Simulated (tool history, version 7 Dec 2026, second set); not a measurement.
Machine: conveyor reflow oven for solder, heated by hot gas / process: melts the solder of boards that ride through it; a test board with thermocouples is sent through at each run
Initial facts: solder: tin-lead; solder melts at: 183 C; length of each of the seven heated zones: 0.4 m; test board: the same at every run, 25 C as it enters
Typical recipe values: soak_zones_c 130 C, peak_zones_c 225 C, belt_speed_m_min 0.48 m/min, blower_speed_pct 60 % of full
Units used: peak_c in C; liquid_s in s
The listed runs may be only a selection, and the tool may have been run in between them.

Run 1, day 0: usual settings. Result: peak_c 207.4 C, liquid_s 59 s.
Run 2, day 1.392: usual settings but peak_zones_c 221 C. Result: peak_c 203.4 C, liquid_s 54.5 s.
Run 3, day 2.838: usual settings but peak_zones_c 221 C. Result: peak_c 203.6 C, liquid_s 53.4 s.
Run 4, day 3.808: usual settings but peak_zones_c 221 C. Result: peak_c 203.6 C, liquid_s 54.9 s.
Run 5, day 5.108: usual settings but peak_zones_c 221 C. Result: peak_c 202.7 C, liquid_s 54.7 s.
Run 6, day 6.483: usual settings. Result: peak_c 206 C, liquid_s 58.3 s.
Run 7, day 7.208: usual settings. Result: peak_c 206.6 C, liquid_s 57.7 s.
Run 8, day 8.592: usual settings. Result: peak_c 206.5 C, liquid_s 59.2 s.
Run 9, day 10.154: usual settings. Result: peak_c 206.4 C, liquid_s 58.4 s.
Run 10, day 11.417: usual settings. Result: peak_c 206.3 C, liquid_s 57.8 s.
Run 11, day 12.092: usual settings but soak_zones_c 118 C. Result: peak_c 203.7 C, liquid_s 50.2 s.
Run 12, day 13.488: usual settings but soak_zones_c 118 C. Result: peak_c 203.8 C, liquid_s 49.4 s.
At day 13.804: flux residue cleaned out of gas plates and filters.
Run 13, day 14.446: usual settings but soak_zones_c 135 C, peak_zones_c 220 C, blower_speed_pct 53 % of full. Result: peak_c 200.5 C, liquid_s 50.1 s.
Run 14, day 15.579: usual settings but belt_speed_m_min 0.45 m/min, blower_speed_pct 50 % of full. Result: peak_c 205.4 C, liquid_s 60.2 s.
Run 15, day 17.196: usual settings but belt_speed_m_min 0.413 m/min, blower_speed_pct 72 % of full. Result: peak_c 211.5 C, liquid_s 76.5 s.
Run 16, day 18.308: usual settings but soak_zones_c 120 C, belt_speed_m_min 0.397 m/min, blower_speed_pct 74 % of full. Result: peak_c 211.6 C, liquid_s 77.2 s.
Run 17, day 19.312: usual settings but soak_zones_c 120 C, belt_speed_m_min 0.397 m/min, blower_speed_pct 74 % of full. Result: peak_c 210.9 C, liquid_s 77.1 s.
Run 18, day 20.571: usual settings but soak_zones_c 135 C, belt_speed_m_min 0.392 m/min, blower_speed_pct 83 % of full. Result: peak_c 213.7 C, liquid_s 90.1 s.
Run 19, day 21.496: usual settings but soak_zones_c 115 C, peak_zones_c 219 C, blower_speed_pct 65 % of full. Result: peak_c 197.3 C, liquid_s 37.7 s.
Run 20, day 22.308: usual settings but soak_zones_c 115 C, peak_zones_c 224 C, belt_speed_m_min 0.455 m/min, blower_speed_pct 81 % of full. Result: peak_c 205.4 C, liquid_s 55.8 s.
At day 23.129: flux residue cleaned out of gas plates and filters, once more.
Run 21, day 23.754: usual settings but soak_zones_c 115 C, peak_zones_c 224 C, belt_speed_m_min 0.455 m/min, blower_speed_pct 81 % of full. Result: peak_c 208.3 C, liquid_s 60.4 s.
Run 22, day 25.333: usual settings but soak_zones_c 115 C, peak_zones_c 238 C, belt_speed_m_min 0.572 m/min, blower_speed_pct 81 % of full. Result: peak_c 211.6 C, liquid_s 49.8 s.
Run 23, day 26.1: usual settings but soak_zones_c 115 C, peak_zones_c 238 C, belt_speed_m_min 0.572 m/min, blower_speed_pct 81 % of full. Result: peak_c 211.5 C, liquid_s 50.1 s.
Run 24, day 27.362: usual settings but soak_zones_c 115 C, peak_zones_c 238 C, belt_speed_m_min 0.572 m/min, blower_speed_pct 81 % of full. Result: peak_c 211.6 C, liquid_s 49.4 s.

For each run, the measured value with the value that run would have given without the tool's hidden condition subtracted. The run-to-run variation is shared by both, the gauge scatter possibly not:
The tool's hidden condition here consists of: heat that the gas passes to the board, % of a clean oven's; belt's true speed, % of the reading; true gas temperature in zones 6 and 7 over the reading, C; drift of the gauge itself on peak_c, C; drift of the gauge itself on liquid_s, %.
run  peak_c  liquid_s
  1    -0.4      -0.3
  2    -0.6      -0.5
  3    -0.7      -0.8
  4    -0.8      -0.9
  5    -0.9      -1.2
  6    -1.1      -1.2
  7    -1.1      -1.3
  8    -1.3      -1.6
  9    -1.4      -1.8
 10    -1.6        -2
 11    -1.8      -2.5
 12    -1.9      -2.8
 13    -2.3      -4.2
 14    -2.5      -3.8
 15    -2.6      -3.5
 16    -2.9      -4.3
 17      -3      -4.3
 18    -2.8      -3.4
 19    -3.6      -7.1
 20    -3.8        -6
 21    -1.2        -1
 22    -1.5        -1
 23    -1.6      -1.1
 24    -1.8      -1.3
